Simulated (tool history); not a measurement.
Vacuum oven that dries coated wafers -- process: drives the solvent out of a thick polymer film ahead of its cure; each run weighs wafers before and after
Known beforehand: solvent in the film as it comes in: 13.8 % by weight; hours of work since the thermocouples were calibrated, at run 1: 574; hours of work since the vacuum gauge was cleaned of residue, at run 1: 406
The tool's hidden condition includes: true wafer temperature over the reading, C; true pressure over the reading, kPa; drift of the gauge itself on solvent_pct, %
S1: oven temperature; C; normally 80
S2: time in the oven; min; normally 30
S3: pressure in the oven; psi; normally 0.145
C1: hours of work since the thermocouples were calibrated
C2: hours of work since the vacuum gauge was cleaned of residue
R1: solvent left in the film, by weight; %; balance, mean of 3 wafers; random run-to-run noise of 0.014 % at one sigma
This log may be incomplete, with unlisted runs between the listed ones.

run,hour,S1,S2,S3,C1,C2,R1
1,0.0,80,30,0.145,574,406,0.67
2,18.6,80,48,0.145,583,415,0.41
3,30.7,80,48,0.145,589,420,0.39
4,55.0,80,48,0.145,600,432,0.42
5,66.4,80,30,0.145,605,437,0.66
6,79.5,80,30,0.145,612,443,0.67
7,102.8,80,30,0.145,622,454,0.66
8,122.2,80,30,0.145,632,463,0.65
9,145.0,80,30,0.090,642,474,0.58
10,167.2,80,30,0.090,653,484,0.54
11,183.1,80,30,0.145,660,492,0.69
# hour 193.5: oven's thermocouples calibrated
12,197.6,80,30,0.145,2,497,0.77
13,217.3,80,30,0.145,11,507,0.77
14,239.0,80,30,0.113,21,517,0.73
15,261.1,80,30,0.113,32,527,0.73
16,287.3,80,30,0.113,44,539,0.68
17,298.8,80,30,0.145,49,545,0.81
18,321.7,76,30,0.145,60,556,1.25
19,339.1,76,30,0.145,68,564,1.25
20,356.5,76,30,0.145,76,572,1.25
21,382.7,76,30,0.145,89,584,1.21
22,406.0,80,17,0.145,99,595,1.99
23,429.2,80,17,0.145,110,606,1.99
24,451.9,80,35,0.145,121,617,0.65
25,470.5,80,20,0.193,130,625,1.64
26,492.3,80,20,0.193,140,635,1.60
27,506.8,80,20,0.193,147,642,1.62
28,518.1,94,21,0.383,152,647,0.63
29,544.5,94,21,0.383,164,660,0.62

Estimate the outcome of run 30 from the log above:
30,559.2,80,30,0.164,171,667,?

{"run 30": {"R1": 0.86}}
On a tool with no hidden condition, and with the same random variation, this run would have come out at R1 0.78 %.
